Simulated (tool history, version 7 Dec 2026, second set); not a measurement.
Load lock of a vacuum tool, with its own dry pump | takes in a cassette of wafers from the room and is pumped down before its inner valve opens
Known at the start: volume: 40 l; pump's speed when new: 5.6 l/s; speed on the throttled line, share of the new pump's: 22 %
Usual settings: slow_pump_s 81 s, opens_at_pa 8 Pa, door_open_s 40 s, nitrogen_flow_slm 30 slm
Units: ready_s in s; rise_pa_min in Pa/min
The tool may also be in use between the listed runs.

run   hour  slow_pump_s  opens_at_pa  door_open_s  nitrogen_flow_slm  incoming humidity of the room's air, %  ready_s  rise_pa_min
  1    0.0           81            8           40                 30                                    48.9    132.1        0.323
  2  105.6           81            8           40                 30                                    44.3    131.8        0.334
  3  156.0           81            8           40                 30                                    46.2    131.8        0.332
  4  213.0           46            8           40                 30                                    44.0    104.6        0.338
  5  302.6           46            8           40                 30                                    45.0    104.7        0.340
  6  369.3           81            8           40                 43                                    45.9    132.3        0.335
  7  437.0           81            8           40                 43                                    43.2    132.5        0.340
  8  540.0           81            8           40                 43                                    44.7    131.7        0.348
  9  633.8           81            8           40                 43                                    45.0    131.4        0.352
 10  722.7           81            8          127                 30                                    43.8    131.6        0.376
 11  777.4          121            8           27                 10                                    43.0    163.9        0.363
 12  873.1          121            8          117                 37                                    44.8    163.2        0.381
 13  930.5           78            8          117                 13                                    42.9    130.2        0.403

Forecast run 14:
 14  1015.1           78            8          117                 13                                    45.5        ?            ?

Run 14 gave ready_s 130.3 s, rise_pa_min 0.410 Pa/min.
Without the tool's hidden state the same run would have given ready_s 129.5 s, rise_pa_min 0.059 Pa/min.

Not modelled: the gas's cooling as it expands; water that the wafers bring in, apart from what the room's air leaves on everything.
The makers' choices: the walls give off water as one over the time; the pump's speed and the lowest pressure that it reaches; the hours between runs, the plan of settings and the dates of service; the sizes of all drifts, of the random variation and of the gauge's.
